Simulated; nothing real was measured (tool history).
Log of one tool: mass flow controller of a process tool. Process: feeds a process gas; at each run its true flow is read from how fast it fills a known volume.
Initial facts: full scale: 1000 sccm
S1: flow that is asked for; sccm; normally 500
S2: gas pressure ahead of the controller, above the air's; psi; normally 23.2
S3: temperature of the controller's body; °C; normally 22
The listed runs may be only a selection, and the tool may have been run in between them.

Run 1, hour 0.0: usual settings. Result: true flow (%) 97.41.
Run 2, hour 109.1: usual settings but S2 30.0 psi. Result: true flow (%) 97.80.
Run 3, hour 355.4: usual settings but S1 225 sccm. Result: true flow (%) 95.96.
Run 4, hour 512.2: usual settings. Result: true flow (%) 97.39.
Run 5, hour 731.3: usual settings. Result: true flow (%) 97.27.
Run 6, hour 953.7: usual settings but S3 21 °C. Result: true flow (%) 97.07.
Run 7, hour 1150.2: usual settings but S1 135 sccm, S2 26.5 psi. Result: true flow (%) 93.74.
Run 8, hour 1256.1: usual settings but S1 387 sccm, S2 29.7 psi, S3 36 °C. Result: true flow (%) 98.28.
Run 9, hour 1370.9: usual settings but S1 387 sccm, S2 29.7 psi, S3 36 °C. Result: true flow (%) 98.50.
Run 10, hour 1508.8: usual settings but S1 130 sccm, S2 21.6 psi, S3 24 °C. Result: true flow (%) 93.25.
Run 11, hour 1676.1: usual settings but S2 29.4 psi, S3 32 °C. Result: true flow (%) 98.52.

3 ways to go on from here, each from the tool as it stands after run 11. What would each give?
Run A, hour 1894.1: usual settings but S2 36.8 psi, S3 32 °C. Result: true flow (%) ?.
Run B, hour 1894.1: usual settings but S3 23 °C. Result: true flow (%) ?.
Run C, hour 1894.1: usual settings. Result: true flow (%) ?.

run  true flow (%)
  A          98.54
  B          96.94
  C          97.02
Stripped of hidden state, with their random variation kept, the same runs would have yielded:
run  true flow (%)
  A         100.35
  B          98.74
  C          98.83
